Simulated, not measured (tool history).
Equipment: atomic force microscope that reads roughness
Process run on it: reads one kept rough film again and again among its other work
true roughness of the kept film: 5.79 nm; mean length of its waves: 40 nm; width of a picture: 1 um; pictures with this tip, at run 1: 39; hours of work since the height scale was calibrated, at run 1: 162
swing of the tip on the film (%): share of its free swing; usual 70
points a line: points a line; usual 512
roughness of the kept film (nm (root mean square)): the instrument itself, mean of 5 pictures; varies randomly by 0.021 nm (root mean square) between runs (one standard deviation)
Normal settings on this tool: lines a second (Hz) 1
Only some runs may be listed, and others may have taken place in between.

run	hour	lines a second (Hz)	swing of the tip on the film (%)	points a line	pictures with this tip	hours of work since the height scale was calibrated	roughness of the kept film (nm (root mean square))
1	0	1	70	512	39	162	5.175
2	15.5	1	70	512	62	173	5.183
3	27.5	1	70	512	80	182	5.197
4	37.3	1	70	512	94	189	5.17
5	55.4	1	70	512	121	203	5.178
6	65	1	70	512	135	210	5.194
7	75.4	0.67	70	512	150	217	5.25
# hour 89.5: new tip fitted
8	89.5	1	78	577	0	227	5.11
9	105.7	1.42	83	741	23	239	4.926
10	124	1	63	403	50	252	5.199
11	137.5	1	63	403	70	262	5.292
12	156.1	0.79	70	512	98	276	5.225
13	166	0.79	70	512	112	283	5.249

What if the next run were any one of these 4? Each begins from the tool's condition after run 13:
A	180.4	2.61	86	302	133	293	?
B	180.4	0.79	70	293	133	293	?
C	180.4	0.95	60	384	133	293	?
D	180.4	1	84	512	133	293	?

run	roughness of the kept film (nm (root mean square))
A	4.391
B	5.243
C	5.235
D	4.993
Without the tool's hidden state the same runs would have given:
run	roughness of the kept film (nm (root mean square))
A	4.402
B	5.255
C	5.248
D	5.005
